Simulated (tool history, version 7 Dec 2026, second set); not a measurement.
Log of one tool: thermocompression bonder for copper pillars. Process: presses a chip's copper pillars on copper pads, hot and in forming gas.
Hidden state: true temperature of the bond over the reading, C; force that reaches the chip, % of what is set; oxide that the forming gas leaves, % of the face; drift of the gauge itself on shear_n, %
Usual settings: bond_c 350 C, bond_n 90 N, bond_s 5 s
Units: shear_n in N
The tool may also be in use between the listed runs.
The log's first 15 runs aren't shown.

| run | day | bond_c | bond_n | bond_s | hours of work since the heater was calibrated | hours of work since the force cell was calibrated | hours of work since the gas filter was changed | shear_n |
|---|---|---|---|---|---|---|---|---|
| 16 | 7.567 | 350 | 97 | 5 | 10 | 505 | 185 | 49.8 |
| 17 | 8.112 | 350 | 97 | 5 | 18 | 513 | 193 | 49.7 |
| 18 | 8.521 | 350 | 90 | 5 | 24 | 519 | 198 | 46.7 |
| 19 | 9.108 | 350 | 63 | 4 | 33 | 527 | 207 | 31.2 |
| 20 | 9.500 | 348 | 55 | 11 | 38 | 533 | 213 | 40.0 |
|  | 9.938 | forming gas filter changed |
| 21 | 10.004 | 362 | 118 | 4 | 45 | 540 | 1 | 60.4 |
| 22 | 10.479 | 362 | 118 | 4 | 52 | 547 | 8 | 60.5 |
| 23 | 11.154 | 362 | 118 | 4 | 62 | 557 | 18 | 60.3 |
| 24 | 11.725 | 355 | 76 | 3 | 70 | 565 | 26 | 34.5 |
| 25 | 12.175 | 323 | 59 | 6 | 77 | 572 | 32 | 25.8 |
| 26 | 12.483 | 323 | 103 | 8 | 81 | 576 | 37 | 48.7 |

Forecast run 27:
| 27 | 13.138 | 323 | 103 | 8 | 91 | 586 | 46 | ? |

Run 27 gave shear_n 49.1 N.
Without the tool's hidden state the same run would have given shear_n 48.0 N.
